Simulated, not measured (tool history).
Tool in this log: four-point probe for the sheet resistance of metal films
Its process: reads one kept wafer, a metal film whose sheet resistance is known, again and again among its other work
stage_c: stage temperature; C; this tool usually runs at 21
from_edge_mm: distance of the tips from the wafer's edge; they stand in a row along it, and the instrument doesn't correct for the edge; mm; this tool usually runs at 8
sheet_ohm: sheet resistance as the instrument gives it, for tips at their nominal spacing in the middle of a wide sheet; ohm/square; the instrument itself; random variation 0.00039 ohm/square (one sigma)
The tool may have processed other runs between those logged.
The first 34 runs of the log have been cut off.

run,hour,stage_c,from_edge_mm,touches since the probe head was changed,hours of work since the stage's thermometer was calibrated,sheet_ohm
35,365.7,28,18,17558,107,1.951502
36,375.8,21,30,17811,113,1.941847
37,382.6,27,11,17978,117,1.951009
38,391.9,27,11,18209,122,1.95106
39,402.8,30,9,18478,128,1.956228
40,417.1,30,9,18834,137,1.955452
41,424.7,30,9,19022,141,1.955489
42,432,32,18,19204,145,1.956073
43,439.8,34,5,19395,150,1.967552
44,451.8,27,3,19694,156,1.977119

Forecast each of these 5 alternatives for the next run:
A,462.6,32,6,19961,163,?
B,462.6,21,14,19961,163,?
C,462.6,33,22,19961,163,?
D,462.6,29,17,19961,163,?
E,462.6,33,19,19961,163,?

run,sheet_ohm
A,1.962313
B,1.941944
C,1.957304
D,1.951791
E,1.956751
Had the tool no hidden state, the same runs would have come out as:
run,sheet_ohm
A,1.961241
B,1.940854
C,1.956237
D,1.950717
E,1.955684
